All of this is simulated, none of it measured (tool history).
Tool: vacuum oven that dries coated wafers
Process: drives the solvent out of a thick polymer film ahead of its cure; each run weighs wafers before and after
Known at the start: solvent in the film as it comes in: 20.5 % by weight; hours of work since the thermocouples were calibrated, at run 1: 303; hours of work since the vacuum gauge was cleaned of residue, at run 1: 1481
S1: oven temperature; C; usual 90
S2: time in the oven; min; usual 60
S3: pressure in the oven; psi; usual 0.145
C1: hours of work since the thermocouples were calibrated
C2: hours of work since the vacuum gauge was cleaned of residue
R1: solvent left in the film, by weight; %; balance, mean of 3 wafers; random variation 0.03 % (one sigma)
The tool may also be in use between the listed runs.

run 1 hour=0.0 | S1=90 S2=60 S3=0.145 | C1=303 C2=1481 | R1=2.06
run 2 hour=57.7 | S1=90 S2=60 S3=0.145 | C1=343 C2=1522 | R1=2.04
run 3 hour=109.2 | S1=90 S2=60 S3=0.145 | C1=379 C2=1558 | R1=2.01
run 4 hour=152.5 | S1=90 S2=60 S3=0.145 | C1=410 C2=1588 | R1=1.98
run 5 hour=208.2 | S1=90 S2=60 S3=0.145 | C1=448 C2=1627 | R1=1.98
run 6 hour=253.3 | S1=90 S2=83 S3=0.145 | C1=480 C2=1658 | R1=1.16
run 7 hour=301.8 | S1=90 S2=83 S3=0.145 | C1=514 C2=1692 | R1=1.11
run 8 hour=368.9 | S1=90 S2=60 S3=0.145 | C1=560 C2=1739 | R1=1.92
run 9 hour=419.6 | S1=90 S2=64 S3=0.145 | C1=596 C2=1774 | R1=1.73
run 10 hour=460.1 | S1=90 S2=64 S3=0.145 | C1=624 C2=1802 | R1=1.78
run 11 hour=499.6 | S1=90 S2=64 S3=0.145 | C1=652 C2=1830 | R1=1.75
run 12 hour=544.4 | S1=90 S2=64 S3=0.145 | C1=683 C2=1861 | R1=1.66
run 13 hour=615.0 | S1=90 S2=64 S3=0.145 | C1=732 C2=1910 | R1=1.66
run 14 hour=664.4 | S1=79 S2=64 S3=0.145 | C1=767 C2=1945 | R1=4.94
-- hour=670.5 oven's thermocouples calibrated
run 15 hour=709.6 | S1=79 S2=64 S3=0.145 | C1=27 C2=1975 | R1=4.86
run 16 hour=775.0 | S1=79 S2=64 S3=0.145 | C1=73 C2=2020 | R1=4.72
run 17 hour=826.2 | S1=90 S2=40 S3=0.274 | C1=109 C2=2056 | R1=3.69
run 18 hour=857.0 | S1=90 S2=71 S3=0.093 | C1=130 C2=2078 | R1=1.14
-- hour=874.7 oven's thermocouples calibrated, once more
run 19 hour=917.7 | S1=90 S2=71 S3=0.093 | C1=30 C2=2118 | R1=1.53
run 20 hour=977.1 | S1=81 S2=60 S3=0.242 | C1=71 C2=2160 | R1=5.26
run 21 hour=1022.3 | S1=81 S2=60 S3=0.242 | C1=103 C2=2191 | R1=5.25
run 22 hour=1067.7 | S1=90 S2=48 S3=0.094 | C1=135 C2=2223 | R1=2.86
run 23 hour=1117.1 | S1=82 S2=60 S3=0.318 | C1=169 C2=2258 | R1=5.10
run 24 hour=1182.4 | S1=82 S2=60 S3=0.318 | C1=215 C2=2303 | R1=5.05
run 25 hour=1255.3 | S1=82 S2=60 S3=0.318 | C1=265 C2=2354 | R1=5.07
run 26 hour=1292.9 | S1=83 S2=60 S3=0.145 | C1=292 C2=2380 | R1=4.15
run 27 hour=1329.1 | S1=90 S2=50 S3=0.145 | C1=317 C2=2405 | R1=2.72
run 28 hour=1377.0 | S1=90 S2=99 S3=0.310 | C1=350 C2=2439 | R1=1.44
run 29 hour=1436.6 | S1=96 S2=60 S3=0.396 | C1=392 C2=2480 | R1=1.58

3 ways to go on from here, each from the tool as it stands after run 29. What would each give?
run A hour=1503.0 | S1=102 S2=52 S3=0.132 | C1=438 C2=2527 | R1=?
run B hour=1503.0 | S1=90 S2=88 S3=0.145 | C1=438 C2=2527 | R1=?
run C hour=1503.0 | S1=100 S2=60 S3=0.145 | C1=438 C2=2527 | R1=?

run=A R1=0.61
run=B R1=1.11
run=C R1=0.62
Without the tool's hidden state the same runs would have given:
run=A R1=0.51
run=B R1=0.97
run=C R1=0.50
